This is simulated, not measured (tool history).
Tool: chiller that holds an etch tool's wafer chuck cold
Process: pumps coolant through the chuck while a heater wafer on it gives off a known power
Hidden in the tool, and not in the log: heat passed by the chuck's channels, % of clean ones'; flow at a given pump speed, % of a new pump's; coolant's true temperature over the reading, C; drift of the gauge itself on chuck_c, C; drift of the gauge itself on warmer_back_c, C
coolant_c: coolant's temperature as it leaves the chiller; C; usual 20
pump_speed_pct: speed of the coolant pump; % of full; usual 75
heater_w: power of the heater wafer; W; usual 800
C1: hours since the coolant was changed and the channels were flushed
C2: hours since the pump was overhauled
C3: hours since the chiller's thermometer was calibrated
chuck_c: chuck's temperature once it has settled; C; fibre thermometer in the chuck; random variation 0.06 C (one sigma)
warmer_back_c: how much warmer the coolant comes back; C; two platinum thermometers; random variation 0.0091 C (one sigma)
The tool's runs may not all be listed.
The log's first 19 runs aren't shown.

{"run": 20, "hour": 1719.5, "coolant_c": 15, "pump_speed_pct": 80, "heater_w": 906, "C1": 4307, "C2": 4103, "C3": 2838, "chuck_c": 27.6, "warmer_back_c": 3.175}
{"run": 21, "hour": 1845.4, "coolant_c": 15, "pump_speed_pct": 80, "heater_w": 906, "C1": 4433, "C2": 4229, "C3": 2964, "chuck_c": 27.7, "warmer_back_c": 3.179}
{"run": 22, "hour": 1980.2, "coolant_c": 15, "pump_speed_pct": 80, "heater_w": 906, "C1": 4568, "C2": 4364, "C3": 3099, "chuck_c": 27.62, "warmer_back_c": 3.167}
{"run": 23, "hour": 2097.6, "coolant_c": 15, "pump_speed_pct": 80, "heater_w": 906, "C1": 4685, "C2": 4482, "C3": 3216, "chuck_c": 27.73, "warmer_back_c": 3.189}
{"run": 24, "hour": 2159.8, "coolant_c": 20, "pump_speed_pct": 96, "heater_w": 1194, "C1": 4747, "C2": 4544, "C3": 3278, "chuck_c": 34.6, "warmer_back_c": 3.42}
{"run": 25, "hour": 2229.8, "coolant_c": 20, "pump_speed_pct": 96, "heater_w": 1194, "C1": 4817, "C2": 4614, "C3": 3348, "chuck_c": 34.73, "warmer_back_c": 3.426}
{"run": 26, "hour": 2376.0, "coolant_c": 20, "pump_speed_pct": 96, "heater_w": 1194, "C1": 4963, "C2": 4760, "C3": 3494, "chuck_c": 34.82, "warmer_back_c": 3.414}
{"hour": 2390.1, "done": "chiller's thermometer calibrated"}
{"run": 27, "hour": 2510.9, "coolant_c": 14, "pump_speed_pct": 88, "heater_w": 1157, "C1": 5097, "C2": 4894, "C3": 121, "chuck_c": 29.6, "warmer_back_c": 3.68}
{"run": 28, "hour": 2584.7, "coolant_c": 24, "pump_speed_pct": 87, "heater_w": 761, "C1": 5171, "C2": 4968, "C3": 195, "chuck_c": 34.29, "warmer_back_c": 2.452}
{"run": 29, "hour": 2701.5, "coolant_c": 16, "pump_speed_pct": 62, "heater_w": 1139, "C1": 5288, "C2": 5084, "C3": 311, "chuck_c": 36.21, "warmer_back_c": 5.38}
{"run": 30, "hour": 2790.6, "coolant_c": 11, "pump_speed_pct": 64, "heater_w": 1157, "C1": 5377, "C2": 5174, "C3": 401, "chuck_c": 30.94, "warmer_back_c": 5.306}
{"run": 31, "hour": 2930.2, "coolant_c": 11, "pump_speed_pct": 99, "heater_w": 1157, "C1": 5517, "C2": 5313, "C3": 540, "chuck_c": 25.38, "warmer_back_c": 3.217}

4 ways to go on from here, each from the tool as it stands after run 31. What would each give?
{"run": "A", "hour": 3011.7, "coolant_c": 20, "pump_speed_pct": 69, "heater_w": 738, "C1": 5598, "C2": 5395, "C3": 622, "chuck_c": "?", "warmer_back_c": "?"}
{"run": "B", "hour": 3011.7, "coolant_c": 25, "pump_speed_pct": 94, "heater_w": 502, "C1": 5598, "C2": 5395, "C3": 622, "chuck_c": "?", "warmer_back_c": "?"}
{"run": "C", "hour": 3011.7, "coolant_c": 16, "pump_speed_pct": 81, "heater_w": 1157, "C1": 5598, "C2": 5395, "C3": 622, "chuck_c": "?", "warmer_back_c": "?"}
{"run": "D", "hour": 3011.7, "coolant_c": 18, "pump_speed_pct": 92, "heater_w": 1200, "C1": 5598, "C2": 5395, "C3": 622, "chuck_c": "?", "warmer_back_c": "?"}

run=A chuck_c=32.11 warmer_back_c=3.101
run=B chuck_c=31.56 warmer_back_c=1.487
run=C chuck_c=32.75 warmer_back_c=4.052
run=D chuck_c=33.89 warmer_back_c=3.640
Without the tool's hidden state the same runs would have given:
run=A chuck_c=30.54 warmer_back_c=2.908
run=B chuck_c=30.73 warmer_back_c=1.395
run=C chuck_c=30.53 warmer_back_c=3.800
run=D chuck_c=31.80 warmer_back_c=3.413
